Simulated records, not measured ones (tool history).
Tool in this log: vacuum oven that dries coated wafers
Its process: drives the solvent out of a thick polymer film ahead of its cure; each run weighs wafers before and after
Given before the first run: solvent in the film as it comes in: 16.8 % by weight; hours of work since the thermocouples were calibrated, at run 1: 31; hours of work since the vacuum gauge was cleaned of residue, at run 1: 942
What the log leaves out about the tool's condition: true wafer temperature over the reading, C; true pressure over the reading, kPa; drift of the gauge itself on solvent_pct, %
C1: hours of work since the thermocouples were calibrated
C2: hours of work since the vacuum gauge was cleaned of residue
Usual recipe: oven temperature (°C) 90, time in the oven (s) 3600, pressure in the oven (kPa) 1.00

run 1 day=0.000 | oven_temperature_(°C)=90 time_in_the_oven_(s)=3600 pressure_in_the_oven_(kPa)=1.00 | C1=31 C2=942 | solvent_left_in_the_film_(%)=1.45
run 2 day=2.996 | oven_temperature_(°C)=90 time_in_the_oven_(s)=3600 pressure_in_the_oven_(kPa)=1.00 | C1=75 C2=986 | solvent_left_in_the_film_(%)=1.40
run 3 day=5.608 | oven_temperature_(°C)=86 time_in_the_oven_(s)=3600 pressure_in_the_oven_(kPa)=1.00 | C1=113 C2=1024 | solvent_left_in_the_film_(%)=2.38
run 4 day=7.050 | oven_temperature_(°C)=86 time_in_the_oven_(s)=3600 pressure_in_the_oven_(kPa)=1.00 | C1=134 C2=1046 | solvent_left_in_the_film_(%)=2.34
-- day=8.733 vacuum gauge cleaned of residue and calibrated
run 5 day=9.879 | oven_temperature_(°C)=90 time_in_the_oven_(s)=3600 pressure_in_the_oven_(kPa)=1.00 | C1=175 C2=17 | solvent_left_in_the_film_(%)=1.42
run 6 day=12.267 | oven_temperature_(°C)=90 time_in_the_oven_(s)=3600 pressure_in_the_oven_(kPa)=1.00 | C1=210 C2=52 | solvent_left_in_the_film_(%)=1.34
run 7 day=13.792 | oven_temperature_(°C)=90 time_in_the_oven_(s)=3600 pressure_in_the_oven_(kPa)=1.00 | C1=232 C2=74 | solvent_left_in_the_film_(%)=1.32
run 8 day=15.325 | oven_temperature_(°C)=90 time_in_the_oven_(s)=1860 pressure_in_the_oven_(kPa)=1.00 | C1=255 C2=97 | solvent_left_in_the_film_(%)=3.90
run 9 day=16.908 | oven_temperature_(°C)=90 time_in_the_oven_(s)=4920 pressure_in_the_oven_(kPa)=1.00 | C1=278 C2=120 | solvent_left_in_the_film_(%)=0.65
run 10 day=19.675 | oven_temperature_(°C)=99 time_in_the_oven_(s)=4920 pressure_in_the_oven_(kPa)=1.00 | C1=319 C2=161 | solvent_left_in_the_film_(%)=0.17
run 11 day=22.358 | oven_temperature_(°C)=76 time_in_the_oven_(s)=3600 pressure_in_the_oven_(kPa)=1.00 | C1=358 C2=200 | solvent_left_in_the_film_(%)=6.01
run 12 day=24.142 | oven_temperature_(°C)=76 time_in_the_oven_(s)=3600 pressure_in_the_oven_(kPa)=1.00 | C1=384 C2=226 | solvent_left_in_the_film_(%)=6.04
run 13 day=27.200 | oven_temperature_(°C)=76 time_in_the_oven_(s)=3600 pressure_in_the_oven_(kPa)=1.00 | C1=429 C2=271 | solvent_left_in_the_film_(%)=6.12
run 14 day=29.279 | oven_temperature_(°C)=76 time_in_the_oven_(s)=3600 pressure_in_the_oven_(kPa)=1.00 | C1=460 C2=302 | solvent_left_in_the_film_(%)=5.93
run 15 day=32.021 | oven_temperature_(°C)=76 time_in_the_oven_(s)=3600 pressure_in_the_oven_(kPa)=1.00 | C1=500 C2=342 | solvent_left_in_the_film_(%)=5.95
run 16 day=35.000 | oven_temperature_(°C)=76 time_in_the_oven_(s)=3600 pressure_in_the_oven_(kPa)=1.00 | C1=544 C2=386 | solvent_left_in_the_film_(%)=6.12
run 17 day=36.546 | oven_temperature_(°C)=90 time_in_the_oven_(s)=3600 pressure_in_the_oven_(kPa)=1.00 | C1=566 C2=408 | solvent_left_in_the_film_(%)=1.41
run 18 day=38.829 | oven_temperature_(°C)=90 time_in_the_oven_(s)=3600 pressure_in_the_oven_(kPa)=1.00 | C1=600 C2=442 | solvent_left_in_the_film_(%)=1.36
-- day=40.733 oven's thermocouples calibrated
run 19 day=41.008 | oven_temperature_(°C)=91 time_in_the_oven_(s)=3600 pressure_in_the_oven_(kPa)=1.00 | C1=4 C2=472 | solvent_left_in_the_film_(%)=1.17
run 20 day=43.892 | oven_temperature_(°C)=90 time_in_the_oven_(s)=3600 pressure_in_the_oven_(kPa)=1.00 | C1=46 C2=515 | solvent_left_in_the_film_(%)=1.40
run 21 day=46.233 | oven_temperature_(°C)=90 time_in_the_oven_(s)=1920 pressure_in_the_oven_(kPa)=1.00 | C1=81 C2=549 | solvent_left_in_the_film_(%)=3.85
run 22 day=47.883 | oven_temperature_(°C)=90 time_in_the_oven_(s)=1920 pressure_in_the_oven_(kPa)=1.00 | C1=105 C2=573 | solvent_left_in_the_film_(%)=3.77
run 23 day=50.442 | oven_temperature_(°C)=90 time_in_the_oven_(s)=1920 pressure_in_the_oven_(kPa)=1.00 | C1=143 C2=611 | solvent_left_in_the_film_(%)=3.74
run 24 day=53.233 | oven_temperature_(°C)=90 time_in_the_oven_(s)=2160 pressure_in_the_oven_(kPa)=1.00 | C1=183 C2=652 | solvent_left_in_the_film_(%)=3.19
run 25 day=54.546 | oven_temperature_(°C)=90 time_in_the_oven_(s)=4380 pressure_in_the_oven_(kPa)=0.55 | C1=203 C2=671 | solvent_left_in_the_film_(%)=0.73
run 26 day=57.429 | oven_temperature_(°C)=90 time_in_the_oven_(s)=4380 pressure_in_the_oven_(kPa)=0.55 | C1=245 C2=713 | solvent_left_in_the_film_(%)=0.81
run 27 day=59.692 | oven_temperature_(°C)=90 time_in_the_oven_(s)=4380 pressure_in_the_oven_(kPa)=0.55 | C1=278 C2=747 | solvent_left_in_the_film_(%)=0.76
run 28 day=61.200 | oven_temperature_(°C)=90 time_in_the_oven_(s)=6360 pressure_in_the_oven_(kPa)=0.69 | C1=300 C2=769 | solvent_left_in_the_film_(%)=0.30
run 29 day=62.804 | oven_temperature_(°C)=90 time_in_the_oven_(s)=6360 pressure_in_the_oven_(kPa)=0.69 | C1=324 C2=792 | solvent_left_in_the_film_(%)=0.32
run 30 day=65.762 | oven_temperature_(°C)=94 time_in_the_oven_(s)=3600 pressure_in_the_oven_(kPa)=1.47 | C1=367 C2=836 | solvent_left_in_the_film_(%)=0.79
run 31 day=67.808 | oven_temperature_(°C)=78 time_in_the_oven_(s)=3600 pressure_in_the_oven_(kPa)=1.00 | C1=397 C2=866 | solvent_left_in_the_film_(%)=5.25
run 32 day=69.275 | oven_temperature_(°C)=90 time_in_the_oven_(s)=5580 pressure_in_the_oven_(kPa)=1.00 | C1=419 C2=887 | solvent_left_in_the_film_(%)=0.53
run 33 day=70.633 | oven_temperature_(°C)=90 time_in_the_oven_(s)=5460 pressure_in_the_oven_(kPa)=1.20 | C1=439 C2=907 | solvent_left_in_the_film_(%)=0.65
run 34 day=73.275 | oven_temperature_(°C)=90 time_in_the_oven_(s)=1860 pressure_in_the_oven_(kPa)=0.65 | C1=478 C2=946 | solvent_left_in_the_film_(%)=4.02
run 35 day=75.829 | oven_temperature_(°C)=98 time_in_the_oven_(s)=2040 pressure_in_the_oven_(kPa)=0.54 | C1=515 C2=983 | solvent_left_in_the_film_(%)=1.17
run 36 day=77.312 | oven_temperature_(°C)=102 time_in_the_oven_(s)=3600 pressure_in_the_oven_(kPa)=0.53 | C1=537 C2=1005 | solvent_left_in_the_film_(%)=0.08
run 37 day=79.192 | oven_temperature_(°C)=102 time_in_the_oven_(s)=3600 pressure_in_the_oven_(kPa)=0.53 | C1=564 C2=1033 | solvent_left_in_the_film_(%)=0.13
run 38 day=81.075 | oven_temperature_(°C)=102 time_in_the_oven_(s)=6000 pressure_in_the_oven_(kPa)=0.53 | C1=592 C2=1060 | solvent_left_in_the_film_(%)=0.17
-- day=81.838 vacuum gauge cleaned of residue and calibrated
run 39 day=82.917 | oven_temperature_(°C)=98 time_in_the_oven_(s)=5640 pressure_in_the_oven_(kPa)=0.71 | C1=618 C2=16 | solvent_left_in_the_film_(%)=0.23
-- day=83.588 oven's thermocouples calibrated
run 40 day=84.354 | oven_temperature_(°C)=76 time_in_the_oven_(s)=3600 pressure_in_the_oven_(kPa)=0.80 | C1=11 C2=36 | solvent_left_in_the_film_(%)=5.88
run 41 day=86.071 | oven_temperature_(°C)=90 time_in_the_oven_(s)=1800 pressure_in_the_oven_(kPa)=0.77 | C1=36 C2=61 | solvent_left_in_the_film_(%)=3.99
run 42 day=87.579 | oven_temperature_(°C)=95 time_in_the_oven_(s)=3000 pressure_in_the_oven_(kPa)=1.66 | C1=59 C2=83 | solvent_left_in_the_film_(%)=1.03
run 43 day=89.888 | oven_temperature_(°C)=95 time_in_the_oven_(s)=3000 pressure_in_the_oven_(kPa)=1.66 | C1=92 C2=117 | solvent_left_in_the_film_(%)=1.04
run 44 day=92.562 | oven_temperature_(°C)=95 time_in_the_oven_(s)=3000 pressure_in_the_oven_(kPa)=1.66 | C1=132 C2=156 | solvent_left_in_the_film_(%)=0.99
run 45 day=95.500 | oven_temperature_(°C)=103 time_in_the_oven_(s)=2520 pressure_in_the_oven_(kPa)=2.10 | C1=175 C2=199 | solvent_left_in_the_film_(%)=0.53
run 46 day=97.942 | oven_temperature_(°C)=103 time_in_the_oven_(s)=2520 pressure_in_the_oven_(kPa)=2.10 | C1=211 C2=235 | solvent_left_in_the_film_(%)=0.49

Here are 3 independent what-if runs from the current tool condition. What would each one return?
run A day=99.392 | oven_temperature_(°C)=89 time_in_the_oven_(s)=2940 pressure_in_the_oven_(kPa)=1.26 | C1=232 C2=256 | solvent_left_in_the_film_(%)=?
run B day=99.392 | oven_temperature_(°C)=95 time_in_the_oven_(s)=3480 pressure_in_the_oven_(kPa)=1.00 | C1=232 C2=256 | solvent_left_in_the_film_(%)=?
run C day=99.392 | oven_temperature_(°C)=76 time_in_the_oven_(s)=2100 pressure_in_the_oven_(kPa)=2.64 | C1=232 C2=256 | solvent_left_in_the_film_(%)=?

run=A solvent_left_in_the_film_(%)=2.27
run=B solvent_left_in_the_film_(%)=0.64
run=C solvent_left_in_the_film_(%)=8.87
Stripped of hidden state, with their random variation kept, the same runs would have yielded:
run=A solvent_left_in_the_film_(%)=2.26
run=B solvent_left_in_the_film_(%)=0.64
run=C solvent_left_in_the_film_(%)=8.87
